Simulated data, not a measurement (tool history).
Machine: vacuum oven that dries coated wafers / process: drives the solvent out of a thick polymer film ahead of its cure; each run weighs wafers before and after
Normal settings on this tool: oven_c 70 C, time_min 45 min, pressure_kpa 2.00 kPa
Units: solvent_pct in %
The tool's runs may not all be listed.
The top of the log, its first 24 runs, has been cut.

| run | hour | oven_c | time_min | pressure_kpa | hours of work since the thermocouples were calibrated | hours of work since the vacuum gauge was cleaned of residue | solvent_pct |
|---|---|---|---|---|---|---|---|
| 25 | 574.9 | 65 | 58 | 2.00 | 301 | 600 | 3.30 |
| 26 | 596.2 | 70 | 68 | 2.76 | 318 | 616 | 2.11 |
| 27 | 614.5 | 66 | 52 | 7.08 | 332 | 631 | 6.24 |
| 28 | 645.0 | 67 | 23 | 6.74 | 356 | 655 | 7.80 |
| 29 | 677.5 | 63 | 57 | 1.02 | 382 | 680 | 3.45 |
| 30 | 697.4 | 63 | 57 | 1.02 | 397 | 696 | 3.43 |
| 31 | 717.8 | 71 | 32 | 1.40 | 413 | 711 | 3.03 |
| 32 | 735.4 | 70 | 67 | 5.01 | 427 | 725 | 3.42 |
| 33 | 761.8 | 58 | 51 | 1.72 | 447 | 746 | 6.19 |
| 34 | 795.3 | 66 | 32 | 1.72 | 474 | 772 | 4.91 |
| 35 | 817.4 | 62 | 64 | 2.00 | 491 | 789 | 4.17 |
| 36 | 836.2 | 62 | 64 | 2.00 | 506 | 804 | 4.10 |
| 37 | 855.0 | 70 | 57 | 2.00 | 520 | 819 | 2.17 |

Run 38, settings as shown, results not yet in. Your forecast:
| 38 | 871.2 | 81 | 45 | 1.91 | 533 | 831 | ? |

{"run 38": {"solvent_pct": 0.9}}
Take away the tool's hidden state, keep the run-to-run variation as it was, and the same run would have given solvent_pct 0.78 %.
